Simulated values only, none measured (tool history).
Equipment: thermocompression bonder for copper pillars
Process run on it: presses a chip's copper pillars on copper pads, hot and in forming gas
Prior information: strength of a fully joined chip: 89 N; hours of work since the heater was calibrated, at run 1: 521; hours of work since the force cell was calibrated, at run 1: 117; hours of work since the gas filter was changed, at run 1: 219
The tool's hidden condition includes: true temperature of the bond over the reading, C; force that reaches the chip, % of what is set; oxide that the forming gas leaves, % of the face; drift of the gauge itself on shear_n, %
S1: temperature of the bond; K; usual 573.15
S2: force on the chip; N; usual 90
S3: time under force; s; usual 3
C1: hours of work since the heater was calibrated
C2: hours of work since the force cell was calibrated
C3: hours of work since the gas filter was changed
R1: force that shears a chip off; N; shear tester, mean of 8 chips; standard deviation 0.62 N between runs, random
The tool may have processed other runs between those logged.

run	hour	S1	S2	S3	C1	C2	C3	R1
1	0.0	573.15	90	3	521	117	219	60.4
# hour 38.1: forming gas filter changed
2	38.1	573.15	90	3	549	145	0	64.3
3	58.7	573.15	90	3	564	160	15	64.9
4	104.6	573.15	90	3	599	195	50	64.4
5	130.0	573.15	90	3	618	214	69	62.8
6	172.1	573.15	90	3	649	245	100	62.9
7	222.3	573.15	90	3	686	282	137	60.6
8	255.6	573.15	90	3	711	307	162	60.2
9	292.9	573.15	90	3	739	335	190	59.6
10	330.6	573.15	90	3	767	363	218	58.9
11	352.1	573.15	90	2	783	379	234	52.3
# hour 371.9: forming gas filter changed
12	384.0	573.15	90	2	807	403	9	57.0
13	423.7	573.15	90	2	836	432	39	56.9
# hour 429.2: force cell calibrated
14	445.5	598.15	90	3	851	12	54	71.9
15	483.2	584.15	90	3	880	40	82	66.6
16	518.8	577.15	90	4	906	67	108	66.2
17	543.8	577.15	90	4	925	86	127	66.5
18	574.1	573.15	90	3	947	108	150	59.0
19	604.2	573.15	90	3	970	131	172	57.4
# hour 633.3: force cell calibrated, once more
20	650.0	569.15	90	8	1003	12	205	70.0
21	699.9	561.15	55	4	1040	50	242	37.5
# hour 707.3: forming gas filter changed
22	750.0	559.15	129	3	1077	87	32	74.0
23	787.4	573.15	85	3	1105	115	60	60.8
24	824.1	573.15	85	3	1132	142	87	60.3
25	863.2	562.15	78	6	1162	171	116	61.1
26	908.6	573.15	90	4	1195	205	150	64.4
27	930.2	573.15	90	4	1212	221	166	62.5
28	962.4	573.15	90	4	1236	245	190	62.0
29	990.5	573.15	90	4	1257	266	211	63.3
30	1015.1	573.15	90	6	1275	284	230	68.0

Results per run with the tool's hidden condition removed, run-to-run variation unchanged:
run	R1
1	67.3
2	65.6
3	66.7
4	67.1
5	66.1
6	67.1
7	65.9
8	66.2
9	66.5
10	66.5
11	59.9
12	59.9
13	60.6
14	76.3
15	72.1
16	72.5
17	73.4
18	66.5
19	65.5
20	76.9
21	43.0
22	76.6
23	64.3
24	64.6
25	66.2
26	70.5
27	68.9
28	69.3
29	71.3
30	76.6
